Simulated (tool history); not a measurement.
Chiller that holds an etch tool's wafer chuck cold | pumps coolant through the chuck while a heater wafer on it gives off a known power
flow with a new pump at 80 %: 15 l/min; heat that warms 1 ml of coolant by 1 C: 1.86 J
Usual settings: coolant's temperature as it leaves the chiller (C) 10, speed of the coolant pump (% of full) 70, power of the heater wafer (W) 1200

| run | hour | coolant's temperature as it leaves the chiller (C) | speed of the coolant pump (% of full) | power of the heater wafer (W) | chuck's temperature once it has settled (C) | how much warmer the coolant comes back (C) |
|---|---|---|---|---|---|---|
| 1 | 0 | 10 | 70 | 1200 | 19.8 | 3.04 |
| 2 | 23.8 | 10 | 70 | 1006 | 18.2 | 2.47 |
| 3 | 65.8 | 10 | 70 | 1006 | 18.2 | 2.47 |
| 4 | 88.6 | 10 | 70 | 1006 | 18.3 | 2.54 |
| 5 | 126.8 | 10 | 70 | 1200 | 20 | 2.99 |
| 6 | 154.2 | 10 | 70 | 1200 | 19.9 | 2.89 |
| 7 | 172.9 | 10 | 70 | 1200 | 19.8 | 2.97 |
| 8 | 212 | 10 | 70 | 1393 | 21.3 | 3.36 |
| 9 | 242 | 10 | 70 | 1393 | 21.4 | 3.3 |
| 10 | 283.7 | 10 | 70 | 1393 | 21.4 | 3.32 |
| 11 | 326.4 | 10 | 70 | 1393 | 21.5 | 3.35 |
| 12 | 359.5 | 10 | 70 | 1393 | 21.5 | 3.36 |
| 13 | 393.7 | 10 | 87 | 1200 | 18.5 | 2.19 |
| 14 | 430.4 | 10 | 87 | 1200 | 18.4 | 2.17 |
| 15 | 461.7 | 10 | 87 | 1200 | 18.7 | 2.19 |
| 16 | 492.3 | 5 | 70 | 1200 | 14.7 | 2.76 |
| 17 | 524.5 | 10 | 69 | 1200 | 19.8 | 2.77 |
| 18 | 557.1 | 10 | 69 | 1200 | 19.9 | 2.81 |
| 19 | 586.7 | 7 | 94 | 667 | 11.6 | 0.92 |
| 20 | 611.4 | 2 | 70 | 1113 | 11 | 2.5 |
| 21 | 639.9 | 8 | 70 | 1200 | 17.7 | 2.72 |
| 22 | 663.5 | 8 | 70 | 1200 | 17.8 | 2.65 |
| 23 | 688.2 | 8 | 70 | 1200 | 18 | 2.66 |
| 24 | 716.3 | 8 | 91 | 1562 | 18.7 | 2.61 |
| 25 | 751.3 | 19 | 87 | 1040 | 26.4 | 1.69 |
| 26 | 792.5 | 19 | 87 | 1040 | 26.4 | 1.73 |
| 27 | 835 | 6 | 89 | 1733 | 18 | 2.93 |
| 28 | 869 | 13 | 70 | 1200 | 22.8 | 2.65 |
|  | 891.1 | gauge calibrated |
| 29 | 909.9 | 17 | 70 | 1789 | 31.6 | 4.49 |
| 30 | 933.3 | 10 | 70 | 1140 | 19.1 | 2.83 |
| 31 | 964.6 | 19 | 61 | 746 | 25.7 | 2.08 |
| 32 | 987 | 2 | 61 | 746 | 8.6 | 2.08 |
| 33 | 1018.6 | 19 | 78 | 1241 | 28.5 | 2.66 |

3 ways to go on from here, each from the tool as it stands after run 33. What would each give?
| A | 1060.5 | 10 | 78 | 1283 | ? | ? |
| B | 1060.5 | 2 | 68 | 1030 | ? | ? |
| C | 1060.5 | 9 | 77 | 1187 | ? | ? |

| run | chuck's temperature once it has settled (C) | how much warmer the coolant comes back (C) |
|---|---|---|
| A | 19.8 | 2.73 |
| B | 10.4 | 2.55 |
| C | 18.2 | 2.6 |
Without the tool's hidden state the same runs would have given:
| run | chuck's temperature once it has settled (C) | how much warmer the coolant comes back (C) |
|---|---|---|
| A | 19.8 | 2.8 |
| B | 10.4 | 2.63 |
| C | 18.1 | 2.68 |
